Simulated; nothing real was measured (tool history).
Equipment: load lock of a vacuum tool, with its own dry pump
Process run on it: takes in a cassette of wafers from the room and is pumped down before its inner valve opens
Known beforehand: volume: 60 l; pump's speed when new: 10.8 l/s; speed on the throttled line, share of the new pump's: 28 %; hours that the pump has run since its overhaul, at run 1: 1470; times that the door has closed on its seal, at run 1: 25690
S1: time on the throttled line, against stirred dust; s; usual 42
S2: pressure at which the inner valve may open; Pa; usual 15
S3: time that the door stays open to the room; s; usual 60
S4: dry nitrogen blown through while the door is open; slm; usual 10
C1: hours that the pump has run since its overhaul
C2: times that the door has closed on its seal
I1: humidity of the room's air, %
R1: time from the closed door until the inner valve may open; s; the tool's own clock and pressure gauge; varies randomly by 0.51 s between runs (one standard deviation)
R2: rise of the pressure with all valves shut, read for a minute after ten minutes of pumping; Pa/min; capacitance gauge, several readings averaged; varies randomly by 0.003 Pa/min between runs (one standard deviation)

run	hour	S1	S2	S3	S4	C1	C2	I1	R1	R2
1	0	42	15	60	10	1470	25690	42.7	79.7	0.027
2	71.7	42	15	60	10	1541	25948	47.6	79.9	0.026
3	140.9	42	15	60	10	1611	26198	45.1	79.2	0.027
4	273.9	42	15	60	10	1744	26677	46.7	79.8	0.025
5	377	42	15	60	10	1847	27049	42.3	80	0.031
6	495.6	42	26	60	10	1965	27476	48.8	76	0.032
7	635.9	42	15	26	10	2106	27982	45.7	80.1	0.022
8	728.7	42	15	26	10	2198	28317	45.8	78.7	0.021
9	869.8	30	15	28	10	2339	28826	45.1	71	0.018

Run 10, settings as shown, results not yet in. Your forecast:
10	1010.4	42	15	167	10	2480	29333	44.6	?	?

{"run 10": {"R1": 79.1, "R2": 0.038}}
Were there no unlogged condition in the tool, this run, its random variation unchanged, would have produced R1 79.1 s, R2 0.036 Pa/min.
